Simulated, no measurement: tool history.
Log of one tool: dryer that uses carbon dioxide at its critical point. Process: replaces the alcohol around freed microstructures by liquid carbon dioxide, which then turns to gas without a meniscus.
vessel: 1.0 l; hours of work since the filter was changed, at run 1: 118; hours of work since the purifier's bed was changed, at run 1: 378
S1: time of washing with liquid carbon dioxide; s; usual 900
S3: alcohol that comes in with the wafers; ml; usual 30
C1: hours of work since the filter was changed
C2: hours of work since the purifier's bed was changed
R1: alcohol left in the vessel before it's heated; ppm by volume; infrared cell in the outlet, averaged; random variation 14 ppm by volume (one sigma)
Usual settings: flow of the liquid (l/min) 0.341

{"run": 1, "hour": 0.0, "S1": 900, "flow of the liquid (l/min)": 0.341, "S3": 30, "C1": 118, "C2": 378, "R1": 917}
{"run": 2, "hour": 15.1, "S1": 900, "flow of the liquid (l/min)": 0.341, "S3": 80, "C1": 124, "C2": 383, "R1": 2493}
{"run": 3, "hour": 29.7, "S1": 900, "flow of the liquid (l/min)": 0.341, "S3": 30, "C1": 129, "C2": 388, "R1": 926}
{"run": 4, "hour": 49.2, "S1": 900, "flow of the liquid (l/min)": 0.341, "S3": 30, "C1": 136, "C2": 395, "R1": 931}
{"run": 5, "hour": 75.8, "S1": 900, "flow of the liquid (l/min)": 0.341, "S3": 30, "C1": 145, "C2": 404, "R1": 962}
{"run": 6, "hour": 97.7, "S1": 900, "flow of the liquid (l/min)": 0.341, "S3": 102, "C1": 152, "C2": 412, "R1": 3194}
{"run": 7, "hour": 109.0, "S1": 900, "flow of the liquid (l/min)": 0.341, "S3": 30, "C1": 156, "C2": 416, "R1": 957}
{"run": 8, "hour": 127.0, "S1": 1380, "flow of the liquid (l/min)": 0.341, "S3": 30, "C1": 163, "C2": 422, "R1": 187}
{"run": 9, "hour": 138.8, "S1": 1380, "flow of the liquid (l/min)": 0.341, "S3": 30, "C1": 167, "C2": 426, "R1": 177}
{"run": 10, "hour": 153.3, "S1": 1380, "flow of the liquid (l/min)": 0.442, "S3": 30, "C1": 172, "C2": 431, "R1": 72}
{"run": 11, "hour": 165.8, "S1": 1380, "flow of the liquid (l/min)": 0.3, "S3": 30, "C1": 176, "C2": 436, "R1": 312}
{"run": 12, "hour": 182.1, "S1": 1380, "flow of the liquid (l/min)": 0.3, "S3": 30, "C1": 182, "C2": 441, "R1": 308}
{"run": 13, "hour": 194.1, "S1": 900, "flow of the liquid (l/min)": 0.421, "S3": 30, "C1": 186, "C2": 445, "R1": 488}
{"run": 14, "hour": 208.0, "S1": 900, "flow of the liquid (l/min)": 0.341, "S3": 30, "C1": 191, "C2": 450, "R1": 964}
{"run": 15, "hour": 230.1, "S1": 720, "flow of the liquid (l/min)": 0.341, "S3": 30, "C1": 199, "C2": 458, "R1": 1977}
{"run": 16, "hour": 242.4, "S1": 720, "flow of the liquid (l/min)": 0.341, "S3": 30, "C1": 203, "C2": 462, "R1": 1898}
{"run": 17, "hour": 265.4, "S1": 900, "flow of the liquid (l/min)": 0.341, "S3": 30, "C1": 211, "C2": 470, "R1": 1012}
{"run": 18, "hour": 276.7, "S1": 900, "flow of the liquid (l/min)": 0.341, "S3": 30, "C1": 215, "C2": 474, "R1": 999}
{"run": 19, "hour": 294.2, "S1": 1260, "flow of the liquid (l/min)": 0.341, "S3": 30, "C1": 221, "C2": 480, "R1": 290}
{"run": 20, "hour": 310.4, "S1": 960, "flow of the liquid (l/min)": 0.341, "S3": 30, "C1": 226, "C2": 486, "R1": 815}
{"run": 21, "hour": 331.3, "S1": 900, "flow of the liquid (l/min)": 0.341, "S3": 30, "C1": 234, "C2": 493, "R1": 1019}
{"run": 22, "hour": 351.9, "S1": 900, "flow of the liquid (l/min)": 0.341, "S3": 30, "C1": 241, "C2": 500, "R1": 1013}
{"run": 23, "hour": 370.6, "S1": 900, "flow of the liquid (l/min)": 0.341, "S3": 30, "C1": 247, "C2": 507, "R1": 1036}
{"run": 24, "hour": 385.7, "S1": 600, "flow of the liquid (l/min)": 0.485, "S3": 30, "C1": 253, "C2": 512, "R1": 1305}
{"run": 25, "hour": 412.3, "S1": 600, "flow of the liquid (l/min)": 0.485, "S3": 30, "C1": 262, "C2": 521, "R1": 1333}
{"run": 26, "hour": 433.5, "S1": 840, "flow of the liquid (l/min)": 0.206, "S3": 30, "C1": 269, "C2": 529, "R1": 4302}
{"run": 27, "hour": 457.4, "S1": 840, "flow of the liquid (l/min)": 0.206, "S3": 30, "C1": 278, "C2": 537, "R1": 4241}
{"run": 28, "hour": 477.4, "S1": 840, "flow of the liquid (l/min)": 0.345, "S3": 30, "C1": 285, "C2": 544, "R1": 1254}
{"run": 29, "hour": 489.0, "S1": 720, "flow of the liquid (l/min)": 0.569, "S3": 30, "C1": 289, "C2": 548, "R1": 413}
{"run": 30, "hour": 503.5, "S1": 1140, "flow of the liquid (l/min)": 0.306, "S3": 65, "C1": 294, "C2": 553, "R1": 1420}
{"run": 31, "hour": 515.0, "S1": 1260, "flow of the liquid (l/min)": 0.341, "S3": 30, "C1": 298, "C2": 557, "R1": 303}
{"run": 32, "hour": 527.4, "S1": 900, "flow of the liquid (l/min)": 0.565, "S3": 30, "C1": 302, "C2": 561, "R1": 180}
{"run": 33, "hour": 544.2, "S1": 660, "flow of the liquid (l/min)": 0.494, "S3": 58, "C1": 308, "C2": 567, "R1": 1781}
{"run": 34, "hour": 567.5, "S1": 660, "flow of the liquid (l/min)": 0.494, "S3": 59, "C1": 316, "C2": 575, "R1": 1851}
{"run": 35, "hour": 592.6, "S1": 660, "flow of the liquid (l/min)": 0.494, "S3": 51, "C1": 325, "C2": 584, "R1": 1637}
{"run": 36, "hour": 605.5, "S1": 660, "flow of the liquid (l/min)": 0.494, "S3": 51, "C1": 329, "C2": 589, "R1": 1607}
{"run": 37, "hour": 621.1, "S1": 900, "flow of the liquid (l/min)": 0.465, "S3": 35, "C1": 335, "C2": 594, "R1": 446}
{"run": 38, "hour": 633.5, "S1": 780, "flow of the liquid (l/min)": 0.23, "S3": 42, "C1": 339, "C2": 598, "R1": 5748}
{"run": 39, "hour": 646.9, "S1": 660, "flow of the liquid (l/min)": 0.487, "S3": 77, "C1": 344, "C2": 603, "R1": 2546}
{"run": 40, "hour": 665.9, "S1": 1020, "flow of the liquid (l/min)": 0.262, "S3": 80, "C1": 350, "C2": 610, "R1": 4053}
{"run": 41, "hour": 686.5, "S1": 960, "flow of the liquid (l/min)": 0.33, "S3": 22, "C1": 357, "C2": 617, "R1": 720}
{"run": 42, "hour": 711.9, "S1": 960, "flow of the liquid (l/min)": 0.33, "S3": 22, "C1": 366, "C2": 626, "R1": 730}
{"run": 43, "hour": 735.0, "S1": 660, "flow of the liquid (l/min)": 0.295, "S3": 78, "C1": 374, "C2": 634, "R1": 9449}
{"run": 44, "hour": 748.2, "S1": 840, "flow of the liquid (l/min)": 0.354, "S3": 95, "C1": 379, "C2": 638, "R1": 3679}
{"run": 45, "hour": 763.8, "S1": 660, "flow of the liquid (l/min)": 0.518, "S3": 29, "C1": 384, "C2": 644, "R1": 813}
{"run": 46, "hour": 776.7, "S1": 1080, "flow of the liquid (l/min)": 0.429, "S3": 84, "C1": 389, "C2": 648, "R1": 643}

3 ways to go on from here, each from the tool as it stands after run 46. What would each give?
{"run": "A", "hour": 801.8, "S1": 840, "flow of the liquid (l/min)": 0.306, "S3": 109, "C1": 398, "C2": 657, "R1": "?"}
{"run": "B", "hour": 801.8, "S1": 900, "flow of the liquid (l/min)": 0.368, "S3": 68, "C1": 398, "C2": 657, "R1": "?"}
{"run": "C", "hour": 801.8, "S1": 600, "flow of the liquid (l/min)": 0.271, "S3": 110, "C1": 398, "C2": 657, "R1": "?"}

run=A R1=6527
run=B R1=1981
run=C R1=18218
Without the tool's hidden state the same runs would have given:
run=A R1=5218
run=B R1=1466
run=C R1=15833

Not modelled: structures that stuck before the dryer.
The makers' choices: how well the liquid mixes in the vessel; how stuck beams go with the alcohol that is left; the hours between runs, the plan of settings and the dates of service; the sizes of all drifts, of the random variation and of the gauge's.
